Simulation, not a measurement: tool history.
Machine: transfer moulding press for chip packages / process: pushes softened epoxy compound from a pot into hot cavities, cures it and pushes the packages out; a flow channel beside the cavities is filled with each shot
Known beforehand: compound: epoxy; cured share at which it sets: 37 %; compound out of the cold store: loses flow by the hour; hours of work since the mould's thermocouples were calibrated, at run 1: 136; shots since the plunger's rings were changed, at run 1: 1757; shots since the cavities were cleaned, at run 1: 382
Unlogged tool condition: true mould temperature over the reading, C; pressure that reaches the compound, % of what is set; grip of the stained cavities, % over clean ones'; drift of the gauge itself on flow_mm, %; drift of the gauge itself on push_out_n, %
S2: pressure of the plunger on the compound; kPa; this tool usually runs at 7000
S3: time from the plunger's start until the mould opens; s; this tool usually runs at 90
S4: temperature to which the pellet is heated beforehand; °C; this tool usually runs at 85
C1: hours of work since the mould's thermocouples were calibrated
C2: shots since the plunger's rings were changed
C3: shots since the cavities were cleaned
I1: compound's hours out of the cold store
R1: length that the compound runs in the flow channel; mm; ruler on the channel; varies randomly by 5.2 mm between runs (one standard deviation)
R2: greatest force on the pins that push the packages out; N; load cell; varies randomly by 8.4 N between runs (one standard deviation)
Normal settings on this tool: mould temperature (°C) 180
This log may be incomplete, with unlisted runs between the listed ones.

{"run": 1, "hour": 0.0, "mould temperature (°C)": 180, "S2": 7000, "S3": 90, "S4": 85, "C1": 136, "C2": 1757, "C3": 382, "I1": 32.7, "R1": 887, "R2": 380}
{"hour": 8.8, "done": "cavities cleaned with cleaning compound and waxed"}
{"run": 2, "hour": 29.9, "mould temperature (°C)": 180, "S2": 7000, "S3": 90, "S4": 85, "C1": 157, "C2": 2137, "C3": 283, "I1": 13.2, "R1": 970, "R2": 395}
{"hour": 45.2, "done": "cavities cleaned with cleaning compound and waxed"}
{"run": 3, "hour": 52.3, "mould temperature (°C)": 180, "S2": 7000, "S3": 90, "S4": 85, "C1": 172, "C2": 2416, "C3": 95, "I1": 26.9, "R1": 924, "R2": 381}
{"hour": 76.6, "done": "plunger's sealing rings changed"}
{"hour": 84.1, "done": "cavities cleaned with cleaning compound and waxed"}
{"run": 4, "hour": 91.3, "mould temperature (°C)": 180, "S2": 7000, "S3": 90, "S4": 85, "C1": 198, "C2": 177, "C3": 97, "I1": 12.5, "R1": 974, "R2": 370}
{"run": 5, "hour": 109.2, "mould temperature (°C)": 180, "S2": 7000, "S3": 90, "S4": 85, "C1": 211, "C2": 416, "C3": 336, "I1": 12.0, "R1": 967, "R2": 396}
{"hour": 122.3, "done": "cavities cleaned with cleaning compound and waxed"}
{"run": 6, "hour": 135.8, "mould temperature (°C)": 180, "S2": 7000, "S3": 96, "S4": 85, "C1": 229, "C2": 751, "C3": 180, "I1": 40.5, "R1": 865, "R2": 341}
{"hour": 158.9, "done": "cavities cleaned with cleaning compound and waxed"}
{"run": 7, "hour": 163.2, "mould temperature (°C)": 180, "S2": 7000, "S3": 96, "S4": 85, "C1": 248, "C2": 1098, "C3": 57, "I1": 8.7, "R1": 991, "R2": 353}
{"run": 8, "hour": 189.3, "mould temperature (°C)": 180, "S2": 7000, "S3": 90, "S4": 85, "C1": 267, "C2": 1447, "C3": 406, "I1": 10.2, "R1": 978, "R2": 390}
{"hour": 195.3, "done": "cavities cleaned with cleaning compound and waxed"}
{"run": 9, "hour": 211.8, "mould temperature (°C)": 180, "S2": 7000, "S3": 90, "S4": 85, "C1": 283, "C2": 1728, "C3": 221, "I1": 16.6, "R1": 955, "R2": 396}
{"hour": 231.6, "done": "cavities cleaned with cleaning compound and waxed"}
{"run": 10, "hour": 239.9, "mould temperature (°C)": 180, "S2": 7000, "S3": 90, "S4": 85, "C1": 302, "C2": 2083, "C3": 111, "I1": 39.1, "R1": 864, "R2": 383}
{"run": 11, "hour": 263.0, "mould temperature (°C)": 180, "S2": 7000, "S3": 90, "S4": 85, "C1": 319, "C2": 2392, "C3": 420, "I1": 44.0, "R1": 854, "R2": 360}
{"hour": 267.9, "done": "cavities cleaned with cleaning compound and waxed"}
{"hour": 290.9, "done": "plunger's sealing rings changed"}
{"run": 12, "hour": 301.4, "mould temperature (°C)": 180, "S2": 7000, "S3": 90, "S4": 85, "C1": 344, "C2": 141, "C3": 415, "I1": 37.9, "R1": 877, "R2": 371}
{"hour": 307.9, "done": "cavities cleaned with cleaning compound and waxed"}
{"run": 13, "hour": 333.4, "mould temperature (°C)": 180, "S2": 7000, "S3": 90, "S4": 85, "C1": 367, "C2": 548, "C3": 341, "I1": 32.2, "R1": 889, "R2": 375}
{"hour": 345.8, "done": "cavities cleaned with cleaning compound and waxed"}
{"run": 14, "hour": 368.3, "mould temperature (°C)": 180, "S2": 7000, "S3": 85, "S4": 85, "C1": 391, "C2": 995, "C3": 301, "I1": 22.6, "R1": 929, "R2": 410}
{"hour": 382.3, "done": "cavities cleaned with cleaning compound and waxed"}
{"run": 15, "hour": 404.1, "mould temperature (°C)": 180, "S2": 7000, "S3": 130, "S4": 86, "C1": 416, "C2": 1454, "C3": 292, "I1": 45.4, "R1": 844, "R2": 335}
{"hour": 420.1, "done": "cavities cleaned with cleaning compound and waxed"}
{"run": 16, "hour": 436.1, "mould temperature (°C)": 180, "S2": 6130, "S3": 117, "S4": 88, "C1": 438, "C2": 1861, "C3": 213, "I1": 41.4, "R1": 804, "R2": 319}
{"hour": 456.6, "done": "cavities cleaned with cleaning compound and waxed"}
{"run": 17, "hour": 470.2, "mould temperature (°C)": 180, "S2": 6130, "S3": 117, "S4": 88, "C1": 462, "C2": 2297, "C3": 181, "I1": 20.5, "R1": 875, "R2": 330}
{"run": 18, "hour": 489.8, "mould temperature (°C)": 180, "S2": 5570, "S3": 90, "S4": 85, "C1": 477, "C2": 2560, "C3": 444, "I1": 24.9, "R1": 829, "R2": 379}
{"hour": 493.6, "done": "cavities cleaned with cleaning compound and waxed"}
{"hour": 505.8, "done": "plunger's sealing rings changed"}
{"hour": 532.7, "done": "cavities cleaned with cleaning compound and waxed"}
{"run": 19, "hour": 535.1, "mould temperature (°C)": 180, "S2": 8330, "S3": 90, "S4": 89, "C1": 506, "C2": 373, "C3": 33, "I1": 15.4, "R1": 1049, "R2": 376}
{"run": 20, "hour": 565.6, "mould temperature (°C)": 188, "S2": 7000, "S3": 90, "S4": 85, "C1": 528, "C2": 780, "C3": 440, "I1": 26.8, "R1": 895, "R2": 332}
{"hour": 570.1, "done": "cavities cleaned with cleaning compound and waxed"}
{"run": 21, "hour": 584.1, "mould temperature (°C)": 179, "S2": 5880, "S3": 102, "S4": 87, "C1": 540, "C2": 1008, "C3": 188, "I1": 26.0, "R1": 844, "R2": 354}
{"hour": 607.1, "done": "cavities cleaned with cleaning compound and waxed"}
{"run": 22, "hour": 625.7, "mould temperature (°C)": 186, "S2": 6010, "S3": 122, "S4": 91, "C1": 570, "C2": 1544, "C3": 248, "I1": 38.9, "R1": 783, "R2": 315}

What will run 23 give?
{"hour": 645.4, "done": "cavities cleaned with cleaning compound and waxed"}
{"run": 23, "hour": 662.2, "mould temperature (°C)": 174, "S2": 5420, "S3": 122, "S4": 91, "C1": 595, "C2": 2012, "C3": 225, "I1": 21.0, "R1": "?", "R2": "?"}

{"run 23": {"R1": 864, "R2": 351}}
The same run, on a tool lacking any hidden state, would have yielded R1 864 mm, R2 348 N.
